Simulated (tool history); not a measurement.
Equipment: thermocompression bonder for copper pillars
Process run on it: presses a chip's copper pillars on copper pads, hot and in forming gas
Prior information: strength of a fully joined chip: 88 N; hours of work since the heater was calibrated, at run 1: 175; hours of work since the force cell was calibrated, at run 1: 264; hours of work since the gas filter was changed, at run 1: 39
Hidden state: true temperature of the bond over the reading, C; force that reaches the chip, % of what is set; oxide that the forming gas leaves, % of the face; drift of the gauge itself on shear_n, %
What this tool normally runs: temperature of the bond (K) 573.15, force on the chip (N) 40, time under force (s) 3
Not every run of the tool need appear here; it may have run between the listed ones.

| run | hour | temperature of the bond (K) | force on the chip (N) | time under force (s) | hours of work since the heater was calibrated | hours of work since the force cell was calibrated | hours of work since the gas filter was changed | force that shears a chip off (N) |
|---|---|---|---|---|---|---|---|---|
| 1 | 0.0 | 573.15 | 40 | 3 | 175 | 264 | 39 | 45.1 |
| 2 | 49.8 | 581.15 | 40 | 3 | 198 | 287 | 62 | 48.1 |
| 3 | 85.1 | 581.15 | 40 | 3 | 214 | 303 | 78 | 47.3 |
| 4 | 134.3 | 581.15 | 40 | 3 | 236 | 325 | 100 | 46.7 |
| 5 | 169.9 | 581.15 | 40 | 3 | 253 | 342 | 116 | 45.6 |
|  | 221.8 | forming gas filter changed |
| 6 | 234.8 | 581.15 | 40 | 3 | 282 | 371 | 6 | 49.1 |
| 7 | 273.6 | 581.15 | 40 | 3 | 300 | 389 | 24 | 48.9 |
| 8 | 330.1 | 573.15 | 59 | 3 | 325 | 414 | 49 | 51.6 |
| 9 | 376.4 | 573.15 | 59 | 3 | 346 | 435 | 70 | 50.7 |
| 10 | 421.4 | 573.15 | 59 | 3 | 367 | 456 | 91 | 50.1 |
| 11 | 484.8 | 602.15 | 40 | 3 | 396 | 485 | 120 | 55.4 |
|  | 526.9 | forming gas filter changed |
| 12 | 532.7 | 602.15 | 40 | 3 | 417 | 506 | 3 | 60.6 |
| 13 | 604.9 | 602.15 | 40 | 3 | 450 | 539 | 36 | 59.3 |
| 14 | 641.4 | 602.15 | 40 | 3 | 467 | 556 | 52 | 58.5 |
| 15 | 695.4 | 544.15 | 40 | 3 | 491 | 581 | 77 | 27.6 |
|  | 703.2 | force cell calibrated |
| 16 | 754.9 | 544.15 | 40 | 3 | 518 | 24 | 103 | 27.0 |
|  | 831.2 | force cell calibrated, once more |
| 17 | 831.2 | 544.15 | 40 | 3 | 552 | 0 | 137 | 25.9 |
|  | 836.1 | forming gas filter changed |
| 18 | 909.6 | 573.15 | 52 | 3 | 587 | 36 | 33 | 48.3 |
| 19 | 972.4 | 573.15 | 52 | 3 | 616 | 64 | 62 | 47.8 |
| 20 | 1012.2 | 583.15 | 40 | 3 | 634 | 82 | 80 | 45.8 |
| 21 | 1049.5 | 583.15 | 40 | 3 | 651 | 99 | 97 | 46.3 |
| 22 | 1113.6 | 583.15 | 40 | 3 | 680 | 128 | 126 | 44.6 |
|  | 1123.0 | heater calibrated with a thermocouple chip |
|  | 1142.0 | forming gas filter changed |
| 23 | 1151.1 | 573.15 | 40 | 2 | 13 | 144 | 4 | 39.7 |
| 24 | 1191.5 | 573.15 | 40 | 2 | 31 | 163 | 23 | 39.2 |
| 25 | 1249.7 | 548.15 | 48 | 2 | 57 | 189 | 49 | 28.9 |
| 26 | 1334.9 | 596.15 | 50 | 7 | 96 | 228 | 88 | 69.8 |
| 27 | 1401.4 | 568.15 | 40 | 2 | 127 | 258 | 118 | 33.5 |
|  | 1446.7 | forming gas filter changed |
| 28 | 1446.7 | 550.15 | 36 | 4 | 147 | 279 | 0 | 35.2 |
| 29 | 1484.2 | 573.15 | 56 | 3 | 164 | 296 | 17 | 52.3 |
| 30 | 1556.7 | 573.15 | 36 | 3 | 197 | 329 | 50 | 41.3 |
| 31 | 1639.1 | 573.15 | 36 | 3 | 235 | 366 | 88 | 40.4 |
| 32 | 1719.3 | 594.15 | 24 | 2 | 271 | 403 | 124 | 35.5 |
|  | 1753.6 | forming gas filter changed |
| 33 | 1781.3 | 594.15 | 24 | 2 | 299 | 431 | 13 | 38.4 |
| 34 | 1852.3 | 578.15 | 40 | 7 | 331 | 463 | 45 | 58.5 |
| 35 | 1901.4 | 558.15 | 54 | 3 | 354 | 486 | 67 | 40.1 |
| 36 | 1979.0 | 558.15 | 56 | 2 | 389 | 521 | 103 | 33.9 |

Run 37 is up next; what results do you expect?
| 37 | 2041.6 | 594.15 | 28 | 2 | 418 | 549 | 131 | ? |

{"run 37": {"force that shears a chip off (N)": 38.2}}
With no hidden state in the tool, this same run would have given force that shears a chip off (N) 44.0.

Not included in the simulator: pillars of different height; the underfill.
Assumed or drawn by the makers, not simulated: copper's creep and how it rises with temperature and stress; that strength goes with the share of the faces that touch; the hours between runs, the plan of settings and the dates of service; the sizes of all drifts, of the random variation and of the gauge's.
